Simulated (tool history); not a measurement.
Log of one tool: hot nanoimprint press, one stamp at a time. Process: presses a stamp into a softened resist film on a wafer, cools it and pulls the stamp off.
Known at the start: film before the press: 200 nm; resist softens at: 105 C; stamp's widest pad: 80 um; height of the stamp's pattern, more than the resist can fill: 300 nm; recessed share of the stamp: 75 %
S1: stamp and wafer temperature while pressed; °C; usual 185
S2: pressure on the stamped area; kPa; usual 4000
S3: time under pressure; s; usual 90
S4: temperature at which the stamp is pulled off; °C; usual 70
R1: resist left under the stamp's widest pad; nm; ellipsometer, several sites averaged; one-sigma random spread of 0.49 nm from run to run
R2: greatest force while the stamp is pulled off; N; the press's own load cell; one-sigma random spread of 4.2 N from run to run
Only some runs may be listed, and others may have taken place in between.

{"run": 1, "hour": 0.0, "S1": 185, "S2": 4000, "S3": 90, "S4": 70, "R1": 115.2, "R2": 223}
{"run": 2, "hour": 14.0, "S1": 185, "S2": 4000, "S3": 90, "S4": 70, "R1": 115.5, "R2": 228}
{"run": 3, "hour": 29.2, "S1": 185, "S2": 4000, "S3": 90, "S4": 70, "R1": 115.7, "R2": 228}
{"run": 4, "hour": 47.1, "S1": 185, "S2": 4000, "S3": 90, "S4": 70, "R1": 115.9, "R2": 229}
{"run": 5, "hour": 59.0, "S1": 185, "S2": 4000, "S3": 90, "S4": 70, "R1": 114.3, "R2": 233}
{"run": 6, "hour": 78.8, "S1": 185, "S2": 4000, "S3": 90, "S4": 70, "R1": 115.1, "R2": 232}
{"run": 7, "hour": 97.6, "S1": 185, "S2": 4000, "S3": 90, "S4": 70, "R1": 115.6, "R2": 237}
{"run": 8, "hour": 113.8, "S1": 185, "S2": 4000, "S3": 90, "S4": 70, "R1": 114.9, "R2": 244}
{"run": 9, "hour": 127.4, "S1": 185, "S2": 4000, "S3": 90, "S4": 70, "R1": 114.4, "R2": 239}
{"run": 10, "hour": 137.2, "S1": 185, "S2": 4000, "S3": 63, "S4": 70, "R1": 128.5, "R2": 236}
{"run": 11, "hour": 157.2, "S1": 185, "S2": 4000, "S3": 63, "S4": 70, "R1": 127.4, "R2": 246}
{"run": 12, "hour": 176.5, "S1": 185, "S2": 4000, "S3": 63, "S4": 70, "R1": 127.2, "R2": 251}
{"run": 13, "hour": 193.9, "S1": 185, "S2": 4000, "S3": 63, "S4": 70, "R1": 127.5, "R2": 257}
{"run": 14, "hour": 206.0, "S1": 185, "S2": 4000, "S3": 90, "S4": 70, "R1": 114.2, "R2": 259}
{"run": 15, "hour": 224.9, "S1": 185, "S2": 4000, "S3": 90, "S4": 70, "R1": 114.8, "R2": 249}
{"run": 16, "hour": 234.7, "S1": 179, "S2": 4000, "S3": 91, "S4": 74, "R1": 137.9, "R2": 239}
{"run": 17, "hour": 245.0, "S1": 179, "S2": 4000, "S3": 91, "S4": 74, "R1": 137.8, "R2": 238}
{"run": 18, "hour": 260.4, "S1": 173, "S2": 4000, "S3": 90, "S4": 75, "R1": 161.6, "R2": 226}
{"run": 19, "hour": 278.1, "S1": 173, "S2": 4000, "S3": 90, "S4": 75, "R1": 162.0, "R2": 237}
{"hour": 285.0, "done": "plate thermocouple calibrated"}
{"run": 20, "hour": 292.1, "S1": 173, "S2": 4000, "S3": 90, "S4": 75, "R1": 165.6, "R2": 235}
{"run": 21, "hour": 304.2, "S1": 185, "S2": 4000, "S3": 94, "S4": 65, "R1": 116.5, "R2": 293}
{"run": 22, "hour": 318.1, "S1": 185, "S2": 4000, "S3": 90, "S4": 75, "R1": 117.9, "R2": 251}
{"run": 23, "hour": 331.1, "S1": 185, "S2": 3500, "S3": 90, "S4": 75, "R1": 122.8, "R2": 233}
{"run": 24, "hour": 340.3, "S1": 185, "S2": 3500, "S3": 90, "S4": 75, "R1": 123.0, "R2": 248}
{"run": 25, "hour": 357.8, "S1": 185, "S2": 4680, "S3": 90, "S4": 73, "R1": 111.5, "R2": 259}
{"run": 26, "hour": 367.6, "S1": 175, "S2": 5460, "S3": 139, "S4": 70, "R1": 132.6, "R2": 271}
{"run": 27, "hour": 382.5, "S1": 175, "S2": 5460, "S3": 139, "S4": 70, "R1": 132.0, "R2": 285}
{"run": 28, "hour": 402.5, "S1": 185, "S2": 4000, "S3": 90, "S4": 78, "R1": 118.0, "R2": 232}
{"run": 29, "hour": 415.4, "S1": 196, "S2": 6090, "S3": 110, "S4": 76, "R1": 58.9, "R2": 241}
{"run": 30, "hour": 426.4, "S1": 196, "S2": 6090, "S3": 110, "S4": 76, "R1": 59.7, "R2": 248}

Here are 4 independent what-if runs from the current tool condition. What would each one return?
{"run": "A", "hour": 438.4, "S1": 187, "S2": 6090, "S3": 56, "S4": 67, "R1": "?", "R2": "?"}
{"run": "B", "hour": 438.4, "S1": 185, "S2": 3800, "S3": 90, "S4": 70, "R1": "?", "R2": "?"}
{"run": "C", "hour": 438.4, "S1": 178, "S2": 2410, "S3": 85, "S4": 70, "R1": "?", "R2": "?"}
{"run": "D", "hour": 438.4, "S1": 185, "S2": 6000, "S3": 90, "S4": 70, "R1": "?", "R2": "?"}

run=A R1=109.5 R2=296
run=B R1=120.3 R2=280
run=C R1=164.5 R2=284
run=D R1=100.9 R2=297
Without the tool's hidden state the same runs would have given:
run=A R1=108.3 R2=215
run=B R1=120.0 R2=203
run=C R1=164.8 R2=206
run=D R1=99.8 R2=215
